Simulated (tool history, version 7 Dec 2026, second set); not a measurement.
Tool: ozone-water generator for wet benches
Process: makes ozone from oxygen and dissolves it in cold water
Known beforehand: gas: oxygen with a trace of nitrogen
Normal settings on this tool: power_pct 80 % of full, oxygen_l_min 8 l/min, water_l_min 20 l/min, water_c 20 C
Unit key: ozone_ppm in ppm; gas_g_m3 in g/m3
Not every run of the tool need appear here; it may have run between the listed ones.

Run 1, hour 0: usual settings. Result: ozone_ppm 34 ppm, gas_g_m3 251.6 g/m3.
Run 2, hour 103.4: usual settings but oxygen_l_min 8.14 l/min. Result: ozone_ppm 33.7 ppm, gas_g_m3 249 g/m3.
Run 3, hour 157.3: usual settings but oxygen_l_min 8.14 l/min. Result: ozone_ppm 34.1 ppm, gas_g_m3 250.1 g/m3.
Run 4, hour 270.4: usual settings. Result: ozone_ppm 34.2 ppm, gas_g_m3 249 g/m3.
Run 5, hour 364.1: usual settings. Result: ozone_ppm 33.9 ppm, gas_g_m3 252.7 g/m3.
Run 6, hour 472.3: usual settings. Result: ozone_ppm 34 ppm, gas_g_m3 250.7 g/m3.
Run 7, hour 567: usual settings. Result: ozone_ppm 34 ppm, gas_g_m3 250.7 g/m3.
Run 8, hour 652: usual settings but power_pct 45 % of full. Result: ozone_ppm 20.5 ppm, gas_g_m3 150.4 g/m3.
Run 9, hour 699.6: usual settings but power_pct 45 % of full. Result: ozone_ppm 20.4 ppm, gas_g_m3 152 g/m3.
Run 10, hour 770: usual settings. Result: ozone_ppm 33.8 ppm, gas_g_m3 251.8 g/m3.
Run 11, hour 826.6: usual settings but water_c 24 C. Result: ozone_ppm 31.4 ppm, gas_g_m3 250.5 g/m3.
Run 12, hour 886.9: usual settings but water_c 24 C. Result: ozone_ppm 31.8 ppm, gas_g_m3 252.9 g/m3.
Run 13, hour 980.9: usual settings but water_c 24 C. Result: ozone_ppm 31.3 ppm, gas_g_m3 250.2 g/m3.
Run 14, hour 1064.7: usual settings but water_c 24 C. Result: ozone_ppm 31.5 ppm, gas_g_m3 249.3 g/m3.
Run 15, hour 1166.4: usual settings but water_c 24 C. Result: ozone_ppm 31.3 ppm, gas_g_m3 250.6 g/m3.
Run 16, hour 1245.2: usual settings but power_pct 73 % of full, oxygen_l_min 6.19 l/min, water_l_min 28 l/min, water_c 22 C. Result: ozone_ppm 24.1 ppm, gas_g_m3 263.1 g/m3.
Run 17, hour 1341.4: usual settings but power_pct 73 % of full, oxygen_l_min 6.19 l/min, water_l_min 28 l/min, water_c 22 C. Result: ozone_ppm 23.9 ppm, gas_g_m3 261.4 g/m3.
Run 18, hour 1448.4: usual settings but oxygen_l_min 4.51 l/min, water_l_min 12 l/min. Result: ozone_ppm 47.7 ppm, gas_g_m3 334.8 g/m3.
Run 19, hour 1557.7: usual settings but oxygen_l_min 4.51 l/min, water_l_min 12 l/min. Result: ozone_ppm 48.1 ppm, gas_g_m3 335.3 g/m3.
Run 20, hour 1608.6: usual settings but power_pct 47 % of full, oxygen_l_min 4.78 l/min, water_l_min 16 l/min, water_c 15 C. Result: ozone_ppm 27 ppm, gas_g_m3 202.6 g/m3.
Run 21, hour 1699.4: usual settings but power_pct 69 % of full, oxygen_l_min 4.78 l/min, water_l_min 14 l/min, water_c 15 C. Result: ozone_ppm 41 ppm, gas_g_m3 282 g/m3.
Run 22, hour 1781.7: usual settings but power_pct 48 % of full, oxygen_l_min 4.92 l/min. Result: ozone_ppm 21.4 ppm, gas_g_m3 202.9 g/m3.
Run 23, hour 1894.9: usual settings but power_pct 92 % of full, oxygen_l_min 8.34 l/min, water_l_min 29 l/min. Result: ozone_ppm 29.6 ppm, gas_g_m3 275.3 g/m3.
At hour 1900.7: water thermometer calibrated.
Run 24, hour 2001.3: usual settings but power_pct 70 % of full, oxygen_l_min 4.15 l/min, water_c 15 C. Result: ozone_ppm 31.7 ppm, gas_g_m3 310 g/m3.

Forecast each of these 4 alternatives for the next run:
Run A, hour 2079.7: usual settings but power_pct 54 % of full, oxygen_l_min 5.06 l/min, water_l_min 25 l/min. Result: ozone_ppm ?, gas_g_m3 ?.
Run B, hour 2079.7: usual settings but power_pct 70 % of full, oxygen_l_min 4.15 l/min, water_l_min 16 l/min, water_c 16 C. Result: ozone_ppm ?, gas_g_m3 ?.
Run C, hour 2079.7: usual settings but oxygen_l_min 11.89 l/min. Result: ozone_ppm ?, gas_g_m3 ?.
Run D, hour 2079.7: usual settings but oxygen_l_min 10.99 l/min, water_l_min 19 l/min. Result: ozone_ppm ?, gas_g_m3 ?.

run  ozone_ppm  gas_g_m3
  A       20.1     221.7
  B         37     308.6
  C       31.8     204.6
  D       32.9     210.1
Without the tool's unlogged condition, the same runs would have read:
run  ozone_ppm  gas_g_m3
  A       21.1     224.9
  B       38.8     314.5
  C       33.5     208.9
  D       34.7     214.5

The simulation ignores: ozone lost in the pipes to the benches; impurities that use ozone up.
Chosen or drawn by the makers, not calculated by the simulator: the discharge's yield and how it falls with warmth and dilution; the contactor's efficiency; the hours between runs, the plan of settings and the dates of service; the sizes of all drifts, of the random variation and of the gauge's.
